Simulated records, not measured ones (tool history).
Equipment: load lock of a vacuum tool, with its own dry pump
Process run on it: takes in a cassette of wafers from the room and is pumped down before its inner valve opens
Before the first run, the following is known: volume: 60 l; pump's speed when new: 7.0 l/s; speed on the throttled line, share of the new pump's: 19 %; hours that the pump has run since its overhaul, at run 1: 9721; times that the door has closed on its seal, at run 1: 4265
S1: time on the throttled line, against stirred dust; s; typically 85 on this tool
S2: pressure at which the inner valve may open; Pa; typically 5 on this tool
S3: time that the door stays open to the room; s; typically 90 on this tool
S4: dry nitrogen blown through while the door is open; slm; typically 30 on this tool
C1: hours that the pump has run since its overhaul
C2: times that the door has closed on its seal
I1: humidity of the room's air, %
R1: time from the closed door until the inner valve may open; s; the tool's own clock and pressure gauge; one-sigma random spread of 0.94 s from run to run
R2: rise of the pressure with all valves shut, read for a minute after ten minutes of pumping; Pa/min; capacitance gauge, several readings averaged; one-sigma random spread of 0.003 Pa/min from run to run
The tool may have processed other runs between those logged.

run    hour   S1  S2   S3  S4     C1    C2    I1     R1     R2
  1       0   85   5   90  30   9721  4265  41.8    163  0.038
  2     114   85   5   90  30   9835  4475  46.7  163.2  0.041
  3   255.7   85   5   90  30   9977  4736  44.7  164.4  0.041
  4   438.9   90   5   90  30  10160  5074  41.6  168.3  0.041
  5   658.5   90   5   90  30  10380  5478  45.6  168.8  0.044
  6   831.2   90   5   90  30  10553  5796  43.6  170.8  0.044
  7  1018.1   68   5   90  30  10740  6141  43.2  153.2  0.047
  8  1128.5  128   6   36  13  10850  6344  44.3  197.8  0.045
  9    1312  136   8  128  30  11033  6682    46    201  0.056
 10  1484.2   61   4   27  19  11206  6999  42.9  150.7  0.044
 11  1632.1   95   5   90  28  11353  7271    49  172.8  0.057
 12  1762.7  109   9   90  30  11484  7512  48.7  178.6   0.06
 13  1881.5   61   6   36  11  11603  7731  44.1  146.6  0.052
 14    2070   61   6   36  11  11791  8078  42.4  144.6  0.056

4 options for the next run, each taken on its own from the tool as it stands now. Forecast them:
  A  2280.9  61   6   92  11  12002  8466  46.7   ?   ?
  B  2280.9  46   5   90  29  12002  8466  43.2   ?   ?
  C  2280.9  85   5   90  14  12002  8466    44   ?   ?
  D  2280.9  61   6  122  14  12002  8466  41.4   ?   ?

run     R1     R2
  A  147.3  0.064
  B  137.5  0.066
  C  167.5  0.069
  D  146.6  0.065
Stripped of hidden state, with their random variation kept, the same runs would have yielded:
run     R1     R2
  A  133.8  0.025
  B  123.1  0.027
  C  154.4   0.03
  D  133.2  0.027
